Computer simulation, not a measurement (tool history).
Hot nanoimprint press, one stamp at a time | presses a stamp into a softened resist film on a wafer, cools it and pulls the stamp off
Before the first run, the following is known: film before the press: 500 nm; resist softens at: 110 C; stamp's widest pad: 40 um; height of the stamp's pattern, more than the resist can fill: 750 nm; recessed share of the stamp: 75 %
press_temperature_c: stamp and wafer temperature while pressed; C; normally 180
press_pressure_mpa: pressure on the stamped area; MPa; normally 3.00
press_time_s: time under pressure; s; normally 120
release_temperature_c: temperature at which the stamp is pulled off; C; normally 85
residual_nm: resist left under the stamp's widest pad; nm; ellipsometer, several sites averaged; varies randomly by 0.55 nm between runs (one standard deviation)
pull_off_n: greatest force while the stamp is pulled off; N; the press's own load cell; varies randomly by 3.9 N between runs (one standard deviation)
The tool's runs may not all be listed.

{"run": 1, "hour": 0.0, "press_temperature_c": 180, "press_pressure_mpa": 3.0, "press_time_s": 120, "release_temperature_c": 85, "residual_nm": 190.1, "pull_off_n": 214}
{"run": 2, "hour": 10.0, "press_temperature_c": 180, "press_pressure_mpa": 3.0, "press_time_s": 120, "release_temperature_c": 85, "residual_nm": 190.2, "pull_off_n": 210}
{"run": 3, "hour": 16.7, "press_temperature_c": 180, "press_pressure_mpa": 3.0, "press_time_s": 120, "release_temperature_c": 85, "residual_nm": 190.1, "pull_off_n": 209}
{"run": 4, "hour": 22.9, "press_temperature_c": 180, "press_pressure_mpa": 2.11, "press_time_s": 120, "release_temperature_c": 85, "residual_nm": 228.5, "pull_off_n": 209}
{"run": 5, "hour": 30.9, "press_temperature_c": 180, "press_pressure_mpa": 2.11, "press_time_s": 120, "release_temperature_c": 85, "residual_nm": 227.4, "pull_off_n": 205}
{"run": 6, "hour": 42.3, "press_temperature_c": 180, "press_pressure_mpa": 2.11, "press_time_s": 120, "release_temperature_c": 85, "residual_nm": 227.3, "pull_off_n": 202}
{"run": 7, "hour": 50.2, "press_temperature_c": 180, "press_pressure_mpa": 2.11, "press_time_s": 120, "release_temperature_c": 85, "residual_nm": 226.8, "pull_off_n": 217}
{"run": 8, "hour": 57.9, "press_temperature_c": 180, "press_pressure_mpa": 2.11, "press_time_s": 120, "release_temperature_c": 85, "residual_nm": 227.3, "pull_off_n": 213}
{"run": 9, "hour": 68.7, "press_temperature_c": 180, "press_pressure_mpa": 3.0, "press_time_s": 120, "release_temperature_c": 85, "residual_nm": 189.0, "pull_off_n": 210}
{"run": 10, "hour": 75.4, "press_temperature_c": 180, "press_pressure_mpa": 3.0, "press_time_s": 120, "release_temperature_c": 85, "residual_nm": 189.9, "pull_off_n": 216}
{"run": 11, "hour": 81.2, "press_temperature_c": 180, "press_pressure_mpa": 3.0, "press_time_s": 120, "release_temperature_c": 85, "residual_nm": 189.7, "pull_off_n": 215}
{"run": 12, "hour": 86.9, "press_temperature_c": 180, "press_pressure_mpa": 3.0, "press_time_s": 120, "release_temperature_c": 85, "residual_nm": 189.7, "pull_off_n": 222}
{"run": 13, "hour": 100.6, "press_temperature_c": 180, "press_pressure_mpa": 3.0, "press_time_s": 120, "release_temperature_c": 85, "residual_nm": 188.9, "pull_off_n": 223}
{"run": 14, "hour": 109.9, "press_temperature_c": 180, "press_pressure_mpa": 3.0, "press_time_s": 82, "release_temperature_c": 85, "residual_nm": 218.1, "pull_off_n": 224}
{"run": 15, "hour": 119.5, "press_temperature_c": 180, "press_pressure_mpa": 3.0, "press_time_s": 82, "release_temperature_c": 85, "residual_nm": 217.7, "pull_off_n": 219}
{"run": 16, "hour": 126.6, "press_temperature_c": 180, "press_pressure_mpa": 3.02, "press_time_s": 129, "release_temperature_c": 87, "residual_nm": 183.0, "pull_off_n": 212}
{"run": 17, "hour": 138.7, "press_temperature_c": 180, "press_pressure_mpa": 3.02, "press_time_s": 129, "release_temperature_c": 87, "residual_nm": 184.3, "pull_off_n": 215}

What will run 18 give?
{"run": 18, "hour": 152.4, "press_temperature_c": 190, "press_pressure_mpa": 3.0, "press_time_s": 147, "release_temperature_c": 88, "residual_nm": "?", "pull_off_n": "?"}

{"run 18": {"residual_nm": 133.0, "pull_off_n": 203}}
Minus the tool's unlogged condition, the same run would have read residual_nm 135.3 nm, pull_off_n 171 N.
